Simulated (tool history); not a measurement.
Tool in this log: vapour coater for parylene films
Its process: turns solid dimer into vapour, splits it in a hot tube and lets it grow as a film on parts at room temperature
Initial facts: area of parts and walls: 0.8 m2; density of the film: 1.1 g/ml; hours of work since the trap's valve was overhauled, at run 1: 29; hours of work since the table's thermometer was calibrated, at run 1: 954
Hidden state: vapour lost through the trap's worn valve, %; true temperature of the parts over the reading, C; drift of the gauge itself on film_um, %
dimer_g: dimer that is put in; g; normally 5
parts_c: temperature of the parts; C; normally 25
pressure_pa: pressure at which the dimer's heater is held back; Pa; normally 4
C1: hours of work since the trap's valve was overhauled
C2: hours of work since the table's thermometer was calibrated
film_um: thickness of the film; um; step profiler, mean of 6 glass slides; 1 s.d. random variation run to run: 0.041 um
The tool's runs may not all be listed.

{"run": 1, "hour": 0.0, "dimer_g": 5, "parts_c": 25, "pressure_pa": 4, "C1": 29, "C2": 954, "film_um": 4.45}
{"run": 2, "hour": 24.1, "dimer_g": 2, "parts_c": 25, "pressure_pa": 4, "C1": 46, "C2": 971, "film_um": 1.81}
{"run": 3, "hour": 59.2, "dimer_g": 6, "parts_c": 25, "pressure_pa": 4, "C1": 71, "C2": 997, "film_um": 5.44}
{"run": 4, "hour": 88.2, "dimer_g": 6, "parts_c": 25, "pressure_pa": 4, "C1": 92, "C2": 1017, "film_um": 5.36}
{"run": 5, "hour": 117.7, "dimer_g": 3, "parts_c": 25, "pressure_pa": 4, "C1": 113, "C2": 1039, "film_um": 2.69}
{"run": 6, "hour": 158.5, "dimer_g": 3, "parts_c": 25, "pressure_pa": 4, "C1": 142, "C2": 1068, "film_um": 2.7}
{"run": 7, "hour": 194.2, "dimer_g": 3, "parts_c": 25, "pressure_pa": 4, "C1": 168, "C2": 1093, "film_um": 2.71}
{"run": 8, "hour": 234.7, "dimer_g": 3, "parts_c": 25, "pressure_pa": 4, "C1": 197, "C2": 1122, "film_um": 2.71}
{"run": 9, "hour": 279.9, "dimer_g": 3, "parts_c": 25, "pressure_pa": 4, "C1": 229, "C2": 1155, "film_um": 2.67}
{"run": 10, "hour": 315.0, "dimer_g": 4, "parts_c": 33, "pressure_pa": 4.07, "C1": 255, "C2": 1180, "film_um": 2.48}
{"run": 11, "hour": 360.3, "dimer_g": 3, "parts_c": 29, "pressure_pa": 2.52, "C1": 287, "C2": 1212, "film_um": 2.31}
{"run": 12, "hour": 392.8, "dimer_g": 3, "parts_c": 29, "pressure_pa": 2.52, "C1": 310, "C2": 1236, "film_um": 2.3}
{"run": 13, "hour": 428.8, "dimer_g": 3, "parts_c": 25, "pressure_pa": 8.6, "C1": 336, "C2": 1262, "film_um": 2.52}
{"run": 14, "hour": 453.6, "dimer_g": 6, "parts_c": 25, "pressure_pa": 4.42, "C1": 354, "C2": 1279, "film_um": 5.36}
{"run": 15, "hour": 491.8, "dimer_g": 6, "parts_c": 25, "pressure_pa": 4.42, "C1": 381, "C2": 1307, "film_um": 5.33}
{"run": 16, "hour": 513.1, "dimer_g": 6, "parts_c": 25, "pressure_pa": 9.36, "C1": 397, "C2": 1322, "film_um": 5.09}

Run 17, settings as shown, results not yet in. Your forecast:
{"run": 17, "hour": 550.7, "dimer_g": 4, "parts_c": 25, "pressure_pa": 11.38, "C1": 424, "C2": 1349, "film_um": "?"}

film_um: 3.33 um
The same run, on a tool lacking any hidden state, would have yielded film_um 3.35 um.
